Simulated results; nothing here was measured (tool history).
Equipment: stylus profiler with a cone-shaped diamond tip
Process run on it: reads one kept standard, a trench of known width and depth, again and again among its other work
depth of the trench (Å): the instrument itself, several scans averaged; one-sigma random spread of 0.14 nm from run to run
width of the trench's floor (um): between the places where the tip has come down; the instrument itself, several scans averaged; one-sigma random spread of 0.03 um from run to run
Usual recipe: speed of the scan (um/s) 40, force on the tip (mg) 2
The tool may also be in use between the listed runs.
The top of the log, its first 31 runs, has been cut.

run    hour  speed of the scan (um/s)  force on the tip (mg)  scans with this tip  hours of work since the height scale was calibrated  depth of the trench (Å)  width of the trench's floor (um)
 32   760.1                        80                   0.88                 7591                                                  523                   5022.6                             46.19
 33   788.4                        80                   0.88                 7861                                                  542                   5024.5                              46.2
 34   819.1                        75                   3.55                 8154                                                  562                   5073.4                             46.52
 35   833.6                        75                   3.55                 8293                                                  571                     5075                             46.49
 36   864.5                        14                   3.13                 8588                                                  592                   5066.5                             46.78
 37   893.1                       125                   5.06                 8860                                                  611                   5093.3                             46.32
 38   914.3                        71                   4.21                 9063                                                  625                   5081.7                             46.45
 39   929.1                        71                   4.21                 9204                                                  634                     5081                             46.52
 40     944                        40                   3.26                 9346                                                  644                     5065                             46.53
 41   959.6                        15                   2.72                 9495                                                  654                   5057.9                             46.71
 42   977.3                        11                   0.81                 9664                                                  666                   5018.4                             46.72
 43  1004.9                        30                   2.83                 9927                                                  684                     5059                             46.57
 44  1021.4                        30                   2.83                10084                                                  695                   5058.9                              46.6
 45  1036.4                        30                   2.83                10228                                                  705                   5056.3                             46.52
 46  1070.5                       101                   1.76                10553                                                  727                   5037.6                             46.14
 47  1094.1                       101                   1.76                10778                                                  743                   5036.9                             46.02

Alternative continuations, all from the tool just after run 47; predict every row:
  A  1108.1                        79                   1.42                10911                                                  752                        ?                                 ?
  B  1108.1                        40                   0.99                10911                                                  752                        ?                                 ?
  C  1108.1                        14                      2                10911                                                  752                        ?                                 ?

run  depth of the trench (Å)  width of the trench's floor (um)
  A                     5028                             46.16
  B                   5025.3                             46.37
  C                     5043                             46.59
What these runs would have given with no unlogged condition in the tool:
run  depth of the trench (Å)  width of the trench's floor (um)
  A                   5042.2                             46.87
  B                   5039.5                             47.08
  C                   5057.3                              47.3
